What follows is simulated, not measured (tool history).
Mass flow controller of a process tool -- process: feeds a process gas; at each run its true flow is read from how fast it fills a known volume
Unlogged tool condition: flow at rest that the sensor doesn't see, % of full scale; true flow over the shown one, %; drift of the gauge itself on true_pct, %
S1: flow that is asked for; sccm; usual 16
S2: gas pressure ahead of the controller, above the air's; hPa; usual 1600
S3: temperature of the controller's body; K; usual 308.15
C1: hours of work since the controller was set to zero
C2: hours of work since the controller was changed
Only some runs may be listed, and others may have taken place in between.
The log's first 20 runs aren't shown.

run 21 day=100.108 | S1=6 S2=1720 S3=294.15 | C1=1303 C2=1303 | true_flow_(%)=98.61
run 22 day=104.846 | S1=6 S2=1720 S3=294.15 | C1=1357 C2=1357 | true_flow_(%)=98.63
run 23 day=110.712 | S1=6 S2=1720 S3=294.15 | C1=1425 C2=1425 | true_flow_(%)=98.81
run 24 day=116.946 | S1=4 S2=1980 S3=307.15 | C1=1497 C2=1497 | true_flow_(%)=97.89
run 25 day=120.4 | S1=6 S2=2650 S3=300.15 | C1=1537 C2=1537 | true_flow_(%)=99.07
run 26 day=124.108 | S1=6 S2=2660 S3=300.15 | C1=1579 C2=1579 | true_flow_(%)=99.07
run 27 day=130.412 | S1=6 S2=2660 S3=300.15 | C1=1652 C2=1652 | true_flow_(%)=99.3
run 28 day=136.475 | S1=16 S2=2630 S3=309.15 | C1=1722 C2=1722 | true_flow_(%)=100.32
run 29 day=141.283 | S1=6 S2=2180 S3=304.15 | C1=1777 C2=1777 | true_flow_(%)=98.98
run 30 day=145.8 | S1=6 S2=1670 S3=304.15 | C1=1829 C2=1829 | true_flow_(%)=98.82
run 31 day=150.154 | S1=6 S2=1670 S3=304.15 | C1=1879 C2=1879 | true_flow_(%)=99.02
run 32 day=153.696 | S1=4 S2=1660 S3=309.15 | C1=1920 C2=1920 | true_flow_(%)=98.53
run 33 day=159.025 | S1=6 S2=2640 S3=308.15 | C1=1982 C2=1982 | true_flow_(%)=99.29
run 34 day=165.488 | S1=6 S2=1770 S3=308.15 | C1=2056 C2=2056 | true_flow_(%)=99.01
run 35 day=172.246 | S1=3 S2=1600 S3=299.15 | C1=2134 C2=2134 | true_flow_(%)=99.06
run 36 day=176.212 | S1=5 S2=1710 S3=297.15 | C1=2180 C2=2180 | true_flow_(%)=99.78
run 37 day=181.858 | S1=5 S2=2390 S3=304.15 | C1=2245 C2=2245 | true_flow_(%)=99.8

What if the next run were any one of these 5? Each begins from the tool's condition after run 37:
run A day=187.075 | S1=5 S2=2510 S3=311.15 | C1=2305 C2=2305 | true_flow_(%)=?
run B day=187.075 | S1=5 S2=1560 S3=294.15 | C1=2305 C2=2305 | true_flow_(%)=?
run C day=187.075 | S1=5 S2=1900 S3=304.15 | C1=2305 C2=2305 | true_flow_(%)=?
run D day=187.075 | S1=6 S2=1930 S3=294.15 | C1=2305 C2=2305 | true_flow_(%)=?
run E day=187.075 | S1=9 S2=2390 S3=304.15 | C1=2305 C2=2305 | true_flow_(%)=?

run=A true_flow_(%)=99.53
run=B true_flow_(%)=100.05
run=C true_flow_(%)=99.62
run=D true_flow_(%)=100.3
run=E true_flow_(%)=100.44
Stripped of hidden state, with their random variation kept, the same runs would have yielded:
run=A true_flow_(%)=97.17
run=B true_flow_(%)=97.68
run=C true_flow_(%)=97.26
run=D true_flow_(%)=97.92
run=E true_flow_(%)=98.06
